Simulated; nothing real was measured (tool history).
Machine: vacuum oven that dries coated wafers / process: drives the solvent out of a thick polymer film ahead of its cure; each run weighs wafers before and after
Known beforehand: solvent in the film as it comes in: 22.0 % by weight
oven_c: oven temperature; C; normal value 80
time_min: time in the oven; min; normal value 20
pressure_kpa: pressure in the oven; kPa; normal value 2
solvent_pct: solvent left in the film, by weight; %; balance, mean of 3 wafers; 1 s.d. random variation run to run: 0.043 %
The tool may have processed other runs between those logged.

run     day  oven_c  time_min  pressure_kpa  solvent_pct
  1       0      80        20             2         2.18
  2   0.779      80        20             2         2.33
  3   1.504      80        20           2.1         2.25
  4   2.121      80        20          3.41         3.23
  5   2.942      80        20          3.41         3.23
  6   3.788      80        20             2         2.26
  7   4.442      80        20             2         2.24
  8   5.262      80        20             2         2.26
  9   6.079      80        20             2         2.23
 10   6.583      80        20             2         2.28
 11   6.958      80        20             2         2.22
 12   7.683      80        20             2         2.27
 13   8.196      80        16             2         3.03
 14   8.954      80        16             2         3.06
 15   9.412      80        16             2         2.95
 16   9.992      87        20             2         1.39
 17  10.408      87        20             2          1.4
 18  11.179      87        20             2         1.39
 19  11.846      87        20             2         1.44
 20    12.7      87        20             2         1.41
     12.858  -- oven's thermocouples calibrated
     12.921  -- vacuum gauge cleaned of residue and calibrated
 21  13.212      87        20             2         1.46
 22  13.854      83        20             2          1.9
 23  14.583      83        20             2         1.92
 24  15.388      80        35             2         1.68
 25  16.075      80        35             2          1.6
 26  16.692      80        35             2         1.65
 27  17.458      80        35             2         1.65
     17.812  -- vacuum gauge cleaned of residue and calibrated, once more
 28  18.129      83        35          4.81          3.1
 29  18.704      83        35          4.81         3.18
 30  19.096      80        15             2         3.33
 31  19.467      80        16             2          3.1
 32    20.3      80        16             2         3.11
 33  20.867      80        16             2         3.03
 34  21.554      80        16             2         3.06
 35  22.167      72        20             2         4.14
 36  22.958      90        23             1         0.65
 37    23.5      86        13          3.67         3.35
 38  23.971      71        24          2.85         4.54
 39  24.729      71        24          2.85         4.44
 40  25.579      94        20          2.85         1.18
 41  26.042      89        33          1.95            1
 42  26.675      89        33          2.09         1.09
 43  27.433      80        10          6.31         7.81
 44   28.25      80        14          2.83         4.21
 45  28.646      81        16          1.25         2.34
 46  29.342      85        16          1.25          1.7

Here are 3 independent what-if runs from the current tool condition. What would each one return?
  A  30.2      78        16          2.86            ?
  B  30.2      93        16          1.25            ?
  C  30.2      72        13          1.08            ?

run  solvent_pct
  A         4.25
  B         0.88
  C         5.61
Had the tool no hidden state, the same runs would have come out as:
run  solvent_pct
  A         4.07
  B         0.82
  C         5.41
